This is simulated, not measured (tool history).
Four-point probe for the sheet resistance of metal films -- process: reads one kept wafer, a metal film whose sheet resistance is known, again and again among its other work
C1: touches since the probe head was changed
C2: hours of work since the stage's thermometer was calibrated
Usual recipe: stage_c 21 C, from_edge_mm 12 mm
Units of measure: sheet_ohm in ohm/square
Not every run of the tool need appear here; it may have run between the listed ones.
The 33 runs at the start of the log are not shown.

Run 34, hour 1877.4: usual settings but stage_c 24 C, from_edge_mm 22 mm; C1 28919; C2 1107. Result: sheet_ohm 2.304258 ohm/square.
Run 35, hour 1927.5: usual settings but stage_c 26 C, from_edge_mm 4 mm; C1 31404; C2 1146. Result: sheet_ohm 2.335014 ohm/square.
Run 36, hour 1960.5: usual settings but stage_c 24 C, from_edge_mm 30 mm; C1 33046; C2 1172. Result: sheet_ohm 2.304647 ohm/square.
Run 37, hour 1995.1: usual settings but from_edge_mm 4 mm; C1 34766; C2 1200. Result: sheet_ohm 2.335545 ohm/square.
Run 38, hour 2036.9: usual settings but from_edge_mm 4 mm; C1 36843; C2 1233. Result: sheet_ohm 2.334500 ohm/square.
Run 39, hour 2087.7: usual settings but stage_c 33 C, from_edge_mm 24 mm; C1 39369; C2 1273. Result: sheet_ohm 2.304172 ohm/square.
Run 40, hour 2149.7: usual settings but from_edge_mm 7 mm; C1 42452; C2 1322. Result: sheet_ohm 2.313479 ohm/square.
Run 41, hour 2180.9: usual settings but from_edge_mm 7 mm; C1 44001; C2 1346. Result: sheet_ohm 2.313966 ohm/square.
Run 42, hour 2254.7: usual settings but from_edge_mm 7 mm; C1 47670; C2 1404. Result: sheet_ohm 2.314353 ohm/square.
Run 43, hour 2319.5: usual settings but stage_c 30 C, from_edge_mm 44 mm; C1 50895; C2 1456. Result: sheet_ohm 2.303169 ohm/square.
Run 44, hour 2392.1: usual settings but stage_c 30 C, from_edge_mm 44 mm; C1 54502; C2 1513. Result: sheet_ohm 2.303708 ohm/square.
Run 45, hour 2444.7: usual settings but stage_c 26 C, from_edge_mm 42 mm; C1 57117; C2 1554. Result: sheet_ohm 2.303938 ohm/square.

3 options for the next run, each taken on its own from the tool as it stands now. Forecast them:
Run A, hour 2489.2: usual settings but stage_c 34 C, from_edge_mm 16 mm; C1 59327; C2 1589. Result: sheet_ohm ?.
Run B, hour 2489.2: usual settings but stage_c 18 C, from_edge_mm 38 mm; C1 59327; C2 1589. Result: sheet_ohm ?.
Run C, hour 2489.2: usual settings but stage_c 30 C, from_edge_mm 42 mm; C1 59327; C2 1589. Result: sheet_ohm ?.

run  sheet_ohm
  A   2.304508
  B   2.304990
  C   2.303586
With no hidden state in the tool, these same runs would have given:
run  sheet_ohm
  A   2.304441
  B   2.304925
  C   2.303519
